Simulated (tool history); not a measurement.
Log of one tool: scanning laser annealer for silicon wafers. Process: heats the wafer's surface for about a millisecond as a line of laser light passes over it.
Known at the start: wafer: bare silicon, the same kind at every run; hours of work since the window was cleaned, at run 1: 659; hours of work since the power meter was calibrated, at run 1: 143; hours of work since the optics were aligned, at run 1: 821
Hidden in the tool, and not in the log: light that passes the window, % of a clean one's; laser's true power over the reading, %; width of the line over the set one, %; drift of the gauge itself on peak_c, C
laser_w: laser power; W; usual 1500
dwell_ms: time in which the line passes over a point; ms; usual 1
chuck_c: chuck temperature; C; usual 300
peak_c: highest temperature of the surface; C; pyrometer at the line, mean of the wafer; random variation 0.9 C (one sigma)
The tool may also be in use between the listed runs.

| run | day | laser_w | dwell_ms | chuck_c | hours of work since the window was cleaned | hours of work since the power meter was calibrated | hours of work since the optics were aligned | peak_c |
|---|---|---|---|---|---|---|---|---|
| 1 | 0 | 1500 | 1 | 300 | 659 | 143 | 821 | 1059.8 |
| 2 | 0.662 | 1500 | 1 | 300 | 669 | 153 | 831 | 1058.8 |
|  | 1.171 | window over the wafer cleaned |
| 3 | 1.171 | 1500 | 1 | 300 | 0 | 159 | 837 | 1058.2 |
| 4 | 1.879 | 1500 | 1 | 300 | 10 | 169 | 847 | 1059.3 |
| 5 | 2.721 | 1500 | 1 | 300 | 23 | 182 | 860 | 1059.3 |
| 6 | 3.292 | 1500 | 1 | 300 | 31 | 190 | 868 | 1060 |
| 7 | 3.704 | 1500 | 1 | 300 | 37 | 196 | 874 | 1061.1 |
| 8 | 4.212 | 1500 | 1 | 300 | 44 | 204 | 881 | 1059.2 |
| 9 | 4.871 | 1500 | 1 | 300 | 54 | 213 | 891 | 1059.8 |
| 10 | 5.321 | 1500 | 1 | 300 | 61 | 220 | 898 | 1058.7 |
| 11 | 6.338 | 1500 | 1 | 300 | 76 | 235 | 912 | 1060.2 |
| 12 | 6.975 | 1500 | 1 | 300 | 85 | 244 | 922 | 1059.5 |
| 13 | 7.658 | 1500 | 1 | 300 | 95 | 254 | 932 | 1060.4 |
| 14 | 8.188 | 1500 | 1 | 300 | 103 | 262 | 939 | 1059.7 |
| 15 | 8.846 | 1463 | 1.23 | 288 | 112 | 271 | 949 | 1124.8 |
| 16 | 9.592 | 1643 | 1.19 | 288 | 123 | 282 | 960 | 1210.3 |
| 17 | 10.533 | 1643 | 0.81 | 288 | 137 | 296 | 974 | 1024.1 |
| 18 | 11.071 | 1613 | 1.09 | 300 | 145 | 304 | 982 | 1159.9 |
|  | 11.488 | optics aligned, line set to its width |
| 19 | 12.262 | 1545 | 1 | 325 | 159 | 318 | 11 | 1108.7 |
| 20 | 13.029 | 1545 | 1 | 325 | 170 | 329 | 23 | 1106.1 |

Forecast run 21:
| 21 | 13.442 | 1545 | 1 | 325 | 176 | 335 | 29 | ? |

{"run 21": {"peak_c": 1107.6}}
Without the tool's hidden state the same run would have given peak_c 1107.7 C.

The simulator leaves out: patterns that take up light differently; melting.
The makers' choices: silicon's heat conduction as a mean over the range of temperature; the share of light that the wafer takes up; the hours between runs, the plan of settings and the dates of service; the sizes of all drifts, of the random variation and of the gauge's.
